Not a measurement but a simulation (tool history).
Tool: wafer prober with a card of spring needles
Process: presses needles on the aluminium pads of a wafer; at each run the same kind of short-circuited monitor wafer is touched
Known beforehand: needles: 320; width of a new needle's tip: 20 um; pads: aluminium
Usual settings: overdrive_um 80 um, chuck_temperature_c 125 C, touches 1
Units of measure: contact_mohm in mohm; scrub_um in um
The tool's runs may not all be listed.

| run | hour | overdrive_um | chuck_temperature_c | touches | contact_mohm | scrub_um |
|---|---|---|---|---|---|---|
| 1 | 0.0 | 80 | 125 | 1 | 238 | 10.54 |
| 2 | 41.7 | 80 | 111 | 1 | 266 | 10.53 |
| 3 | 90.6 | 80 | 111 | 1 | 284 | 10.51 |
| 4 | 115.3 | 67 | 125 | 1 | 303 | 8.76 |
| 5 | 166.8 | 67 | 125 | 1 | 263 | 8.77 |
| 6 | 219.1 | 67 | 125 | 1 | 323 | 8.75 |
| 7 | 246.4 | 67 | 125 | 1 | 303 | 8.73 |
| 8 | 281.4 | 67 | 125 | 1 | 310 | 8.71 |
| 9 | 329.8 | 67 | 125 | 1 | 243 | 8.73 |
| 10 | 383.3 | 67 | 125 | 1 | 316 | 8.70 |
| 11 | 426.2 | 67 | 125 | 1 | 226 | 8.68 |
| 12 | 447.9 | 67 | 103 | 1 | 310 | 8.68 |
| 13 | 486.0 | 67 | 103 | 1 | 328 | 8.51 |
| 14 | 514.7 | 61 | 125 | 1 | 342 | 7.69 |
| 15 | 550.3 | 61 | 125 | 1 | 352 | 7.68 |
| 16 | 587.7 | 67 | 125 | 1 | 330 | 8.48 |
| 17 | 628.0 | 70 | 54 | 2 | 225 | 9.36 |
| 18 | 666.4 | 70 | 54 | 2 | 234 | 9.34 |
| 19 | 709.8 | 84 | 54 | 2 | 235 | 11.19 |
| 20 | 743.1 | 63 | 117 | 2 | 275 | 8.38 |
| 21 | 768.2 | 63 | 34 | 2 | 246 | 8.36 |
| 22 | 822.2 | 63 | 41 | 2 | 279 | 8.33 |
| 23 | 863.5 | 63 | 41 | 2 | 214 | 8.32 |
| 24 | 912.9 | 63 | 41 | 2 | 261 | 8.33 |
| 25 | 945.6 | 63 | 41 | 2 | 259 | 8.31 |
| 26 | 979.9 | 80 | 45 | 1 | 265 | 10.55 |
| 27 | 1006.7 | 63 | 45 | 2 | 243 | 8.33 |
| 28 | 1054.3 | 63 | 103 | 2 | 284 | 8.27 |
| 29 | 1089.0 | 63 | 103 | 2 | 285 | 8.28 |
| 30 | 1123.4 | 63 | 103 | 2 | 284 | 8.26 |
| 31 | 1161.7 | 72 | 71 | 3 | 207 | 9.42 |
| 32 | 1185.5 | 97 | 43 | 3 | 213 | 12.79 |

Between the runs listed above, the log contained 37 entries, not reproduced here. Where in the sequence does each belong, and how does what the log doesn't record of the tool's condition differ from the listed run before to the listed run after?
In the gap between runs 1 and 2: tips cleaned on abrasive film (hour 27.3)
  debris on the tips, nm: 36.3 -> 69.2; way that the needles fall short of the set height, um: 0.97 -> 1.05; tips' diameter, um: 20.34 -> 20.37
  measured minus no-state result, contact_mohm: +31 -> +60 mohm; scrub_um: -0.13 -> -0.14 um
In the gap between runs 2 and 3: tips cleaned on abrasive film (hour 60.8)
  debris on the tips, nm: 69.2 -> 91.6; way that the needles fall short of the set height, um: 1.05 -> 1.13; tips' diameter, um: 20.37 -> 20.4
  measured minus no-state result, contact_mohm: +60 -> +80 mohm; scrub_um: -0.14 -> -0.15 um
In the gap between runs 3 and 4: tips cleaned on abrasive film (hour 93.5)
  debris on the tips, nm: 91.6 -> 79.3; way that the needles fall short of the set height, um: 1.13 -> 1.18; tips' diameter, um: 20.4 -> 20.41
  measured minus no-state result, contact_mohm: +80 -> +93 mohm; scrub_um: -0.15 -> -0.16 um
In the gap between runs 4 and 5: tips cleaned on abrasive film (hour 126.7); tips cleaned on abrasive film (hour 158.4)
  debris on the tips, nm: 79.3 -> 44.3; way that the needles fall short of the set height, um: 1.18 -> 1.34; tips' diameter, um: 20.41 -> 20.47
  measured minus no-state result, contact_mohm: +93 -> +53 mohm; scrub_um: -0.16 -> -0.17 um
In the gap between runs 5 and 6: tips cleaned on abrasive film (hour 192.3)
  debris on the tips, nm: 44.3 -> 91.6; way that the needles fall short of the set height, um: 1.34 -> 1.4; tips' diameter, um: 20.47 -> 20.49
  measured minus no-state result, contact_mohm: +53 -> +110 mohm; scrub_um: -0.17 -> -0.19 um
In the gap between runs 6 and 7: tips cleaned on abrasive film (hour 225.6)
  debris on the tips, nm: 91.6 -> 76.3; way that the needles fall short of the set height, um: 1.4 -> 1.48; tips' diameter, um: 20.49 -> 20.52
  measured minus no-state result, contact_mohm: +110 -> +91 mohm; scrub_um: -0.19 -> -0.20 um
In the gap between runs 7 and 8: tips cleaned on abrasive film (hour 260.5)
  debris on the tips, nm: 76.3 -> 82.3; way that the needles fall short of the set height, um: 1.48 -> 1.56; tips' diameter, um: 20.52 -> 20.54
  measured minus no-state result, contact_mohm: +91 -> +98 mohm; scrub_um: -0.20 -> -0.21 um
In the gap between runs 8 and 9: tips cleaned on abrasive film (hour 293.8); tips cleaned on abrasive film (hour 326.4)
  debris on the tips, nm: 82.3 -> 24.9; way that the needles fall short of the set height, um: 1.56 -> 1.69; tips' diameter, um: 20.54 -> 20.59
  measured minus no-state result, contact_mohm: +98 -> +31 mohm; scrub_um: -0.21 -> -0.22 um
In the gap between runs 9 and 10: tips cleaned on abrasive film (hour 359.7)
  debris on the tips, nm: 24.9 -> 86.5; way that the needles fall short of the set height, um: 1.69 -> 1.75; tips' diameter, um: 20.59 -> 20.61
  measured minus no-state result, contact_mohm: +31 -> +105 mohm; scrub_um: -0.22 -> -0.23 um
In the gap between runs 10 and 11: tips cleaned on abrasive film (hour 392.1); tips cleaned on abrasive film (hour 425.7)
  debris on the tips, nm: 86.5 -> 11; way that the needles fall short of the set height, um: 1.75 -> 1.94; tips' diameter, um: 20.61 -> 20.68
  measured minus no-state result, contact_mohm: +105 -> +15 mohm; scrub_um: -0.23 -> -0.26 um
In the gap between runs 12 and 13: height of the first contact set anew (hour 451.6); tips cleaned on abrasive film (hour 460.4)
  debris on the tips, nm: 83.6 -> 89.6; way that the needles fall short of the set height, um: 1.94 -> 3.23; tips' diameter, um: 20.68 -> 20.7
  measured minus no-state result, contact_mohm: +106 -> +120 mohm; scrub_um: -0.25 -> -0.43 um
In the gap between runs 13 and 14: tips cleaned on abrasive film (hour 491.8)
  debris on the tips, nm: 89.6 -> 82; way that the needles fall short of the set height, um: 3.23 -> 3.32; tips' diameter, um: 20.7 -> 20.73
  measured minus no-state result, contact_mohm: +120 -> +128 mohm; scrub_um: -0.43 -> -0.45 um
In the gap between runs 14 and 15: tips cleaned on abrasive film (hour 524.8)
  debris on the tips, nm: 82 -> 87.9; way that the needles fall short of the set height, um: 3.32 -> 3.38; tips' diameter, um: 20.73 -> 20.75
  measured minus no-state result, contact_mohm: +128 -> +137 mohm; scrub_um: -0.45 -> -0.45 um
In the gap between runs 15 and 16: tips cleaned on abrasive film (hour 559.3)
  debris on the tips, nm: 87.9 -> 94.6; way that the needles fall short of the set height, um: 3.38 -> 3.47; tips' diameter, um: 20.75 -> 20.79
  measured minus no-state result, contact_mohm: +137 -> +121 mohm; scrub_um: -0.45 -> -0.46 um
In the gap between runs 16 and 17: tips cleaned on abrasive film (hour 590.7); tips cleaned on abrasive film (hour 621.9); height of the first contact set anew, once more (hour 626.7)
  debris on the tips, nm: 94.6 -> 39.2; way that the needles fall short of the set height, um: 3.47 -> 0; tips' diameter, um: 20.79 -> 20.84
  measured minus no-state result, contact_mohm: +121 -> +30 mohm; scrub_um: -0.46 -> +0.00 um
In the gap between runs 17 and 18: tips cleaned on abrasive film (hour 655.4)
  debris on the tips, nm: 39.2 -> 51.2; way that the needles fall short of the set height, um: 0 -> 0.08; tips' diameter, um: 20.84 -> 20.87
  measured minus no-state result, contact_mohm: +30 -> +38 mohm; scrub_um: +0.00 -> -0.01 um
In the gap between runs 18 and 19: tips cleaned on abrasive film (hour 687.7)
  debris on the tips, nm: 51.2 -> 85.1; way that the needles fall short of the set height, um: 0.08 -> 0.14; tips' diameter, um: 20.87 -> 20.89
  measured minus no-state result, contact_mohm: +38 -> +45 mohm; scrub_um: -0.01 -> -0.02 um
In the gap between runs 19 and 20: tips cleaned on abrasive film (hour 721.9)
  debris on the tips, nm: 85.1 -> 79.5; way that the needles fall short of the set height, um: 0.14 -> 0.2; tips' diameter, um: 20.89 -> 20.91
  measured minus no-state result, contact_mohm: +45 -> +64 mohm; scrub_um: -0.02 -> -0.03 um
In the gap between runs 20 and 21: tips cleaned on abrasive film (hour 757.7)
  debris on the tips, nm: 79.5 -> 56.8; way that the needles fall short of the set height, um: 0.2 -> 0.26; tips' diameter, um: 20.91 -> 20.93
  measured minus no-state result, contact_mohm: +64 -> +54 mohm; scrub_um: -0.03 -> -0.04 um
In the gap between runs 21 and 22: tips cleaned on abrasive film (hour 791.6)
  debris on the tips, nm: 56.8 -> 95.3; way that the needles fall short of the set height, um: 0.26 -> 0.34; tips' diameter, um: 20.93 -> 20.96
  measured minus no-state result, contact_mohm: +54 -> +88 mohm; scrub_um: -0.04 -> -0.05 um
In the gap between runs 22 and 23: tips cleaned on abrasive film (hour 825.4); tips cleaned on abrasive film (hour 860.5)
  debris on the tips, nm: 95.3 -> 23.5; way that the needles fall short of the set height, um: 0.34 -> 0.51; tips' diameter, um: 20.96 -> 21.02
  measured minus no-state result, contact_mohm: +88 -> +22 mohm; scrub_um: -0.05 -> -0.06 um
In the gap between runs 23 and 24: tips cleaned on abrasive film (hour 896.3)
  debris on the tips, nm: 23.5 -> 71.3; way that the needles fall short of the set height, um: 0.51 -> 0.57; tips' diameter, um: 21.02 -> 21.04
  measured minus no-state result, contact_mohm: +22 -> +67 mohm; scrub_um: -0.06 -> -0.07 um
In the gap between runs 24 and 25: tips cleaned on abrasive film (hour 929.8)
  debris on the tips, nm: 71.3 -> 71.5; way that the needles fall short of the set height, um: 0.57 -> 0.63; tips' diameter, um: 21.04 -> 21.06
  measured minus no-state result, contact_mohm: +67 -> +67 mohm; scrub_um: -0.07 -> -0.08 um
In the gap between runs 25 and 26: tips cleaned on abrasive film (hour 963.5)
  debris on the tips, nm: 71.5 -> 76.1; way that the needles fall short of the set height, um: 0.63 -> 0.7; tips' diameter, um: 21.06 -> 21.08
  measured minus no-state result, contact_mohm: +67 -> +76 mohm; scrub_um: -0.08 -> -0.10 um
In the gap between runs 26 and 27: tips cleaned on abrasive film (hour 998.3)
  debris on the tips, nm: 76.1 -> 48.5; way that the needles fall short of the set height, um: 0.7 -> 0.78; tips' diameter, um: 21.08 -> 21.11
  measured minus no-state result, contact_mohm: +76 -> +47 mohm; scrub_um: -0.10 -> -0.10 um
In the gap between runs 27 and 28: tips cleaned on abrasive film (hour 1030.6)
  debris on the tips, nm: 48.5 -> 87.1; way that the needles fall short of the set height, um: 0.78 -> 0.85; tips' diameter, um: 21.11 -> 21.14
  measured minus no-state result, contact_mohm: +47 -> +76 mohm; scrub_um: -0.10 -> -0.11 um
In the gap between runs 28 and 29: tips cleaned on abrasive film (hour 1061.8)
  debris on the tips, nm: 87.1 -> 91.8; way that the needles fall short of the set height, um: 0.85 -> 0.93; tips' diameter, um: 21.14 -> 21.16
  measured minus no-state result, contact_mohm: +76 -> +79 mohm; scrub_um: -0.11 -> -0.12 um
In the gap between runs 29 and 30: tips cleaned on abrasive film (hour 1093.8)
  debris on the tips, nm: 91.8 -> 92; way that the needles fall short of the set height, um: 0.93 -> 0.98; tips' diameter, um: 21.16 -> 21.18
  measured minus no-state result, contact_mohm: +79 -> +79 mohm; scrub_um: -0.12 -> -0.13 um
In the gap between runs 30 and 31: tips cleaned on abrasive film (hour 1126.2); tips cleaned on abrasive film (hour 1158.6)
  debris on the tips, nm: 92 -> 25.9; way that the needles fall short of the set height, um: 0.98 -> 1.12; tips' diameter, um: 21.18 -> 21.23
  measured minus no-state result, contact_mohm: +79 -> +12 mohm; scrub_um: -0.13 -> -0.15 um

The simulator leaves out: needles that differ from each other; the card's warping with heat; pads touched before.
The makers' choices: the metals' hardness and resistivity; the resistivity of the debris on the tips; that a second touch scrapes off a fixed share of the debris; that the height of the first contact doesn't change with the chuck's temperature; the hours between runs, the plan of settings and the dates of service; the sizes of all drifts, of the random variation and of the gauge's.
